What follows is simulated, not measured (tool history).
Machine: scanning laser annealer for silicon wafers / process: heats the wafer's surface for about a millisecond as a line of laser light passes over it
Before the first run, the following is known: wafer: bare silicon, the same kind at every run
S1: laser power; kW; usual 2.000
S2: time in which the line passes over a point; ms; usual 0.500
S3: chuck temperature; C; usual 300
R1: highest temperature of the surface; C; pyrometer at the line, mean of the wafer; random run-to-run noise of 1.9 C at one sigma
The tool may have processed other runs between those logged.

run   hour     S1     S2   S3    R1
  1    0.0  2.000  0.500  300  1092
  2   15.5  2.000  0.500  300  1089
  3   34.9  2.000  0.433  300  1042
  4   52.0  2.000  0.433  300  1044
  5   76.1  2.000  0.500  300  1085
  6   91.4  2.000  0.500  300  1089
  7  110.6  2.000  0.500  300  1090
  8  124.4  2.000  0.500  300  1089
  9  149.9  2.000  0.500  300  1088
 10  163.4  2.000  0.500  300  1088
 11  191.7  2.000  0.500  300  1086
 12  221.1  2.000  0.500  300  1086
 13  246.8  2.000  0.500  300  1084
 14  275.2  1.978  0.500  300  1077
 15  303.1  2.000  0.500  300  1087
 16  323.4  2.000  0.520  300  1100
 17  353.3  2.000  0.520  300  1097
 18  366.0  2.000  0.520  300  1098
 19  387.2  2.199  0.500  300  1160
 20  416.1  2.000  0.555  300  1119
 21  431.2  2.000  0.555  300  1120
 22  460.9  2.029  0.555  264  1099
 23  484.6  2.029  0.555  264  1095
     490.4  -- window over the wafer cleaned
 24  511.3  2.000  0.550  318  1145
 25  531.9  2.026  0.469  310  1089
 26  548.9  1.934  0.505  300  1071
 27  574.7  1.934  0.505  300  1070
 28  587.2  1.934  0.505  300  1070
 29  614.4  2.018  0.573  270  1116
 30  638.2  2.191  0.398  300  1083
 31  659.8  2.154  0.385  339  1093
 32  679.0  2.000  0.500  318  1111
 33  701.6  2.000  0.556  320  1146
 34  721.0  1.911  0.388  320   996
 35  738.9  1.707  0.482  268   933
 36  766.5  1.955  0.500  293  1067
 37  778.9  1.955  0.424  300  1013
 38  791.2  1.842  0.500  333  1060
 39  805.9  1.842  0.503  337  1063
 40  835.0  2.000  0.500  314  1099

Hidden state or all else? Some run-to-run changes of R1, split into what the settings, what came in and random variation would give without the hidden state, and what is left for the hidden state (with any gauge scatter that isn't in both results):
Hidden conditions of the tool in this case: light that passes the window, % of a clean one's; laser's true power over the reading, %; width of the line over the set one, %; drift of the gauge itself on peak_c, C.
Run 23 -> 24: S1 2.029 -> 2.000, S2 0.555 -> 0.550, S3 264 -> 318, window over the wafer cleaned. R1 +50 C: hidden state +13, all else +37.
Run 28 -> 29: S1 1.934 -> 2.018, S2 0.505 -> 0.573, S3 300 -> 270. R1 +46 C: hidden state -2, all else +48.
Run 33 -> 34: S1 2.000 -> 1.911, S2 0.556 -> 0.388. R1 -150 C: hidden state +2, all else -152.
Run 34 -> 35: S1 1.911 -> 1.707, S2 0.388 -> 0.482, S3 320 -> 268. R1 -63 C: hidden state +0, all else -63.
Run 35 -> 36: S1 1.707 -> 1.955, S2 0.482 -> 0.500, S3 268 -> 293. R1 +134 C: hidden state -2, all else +136.
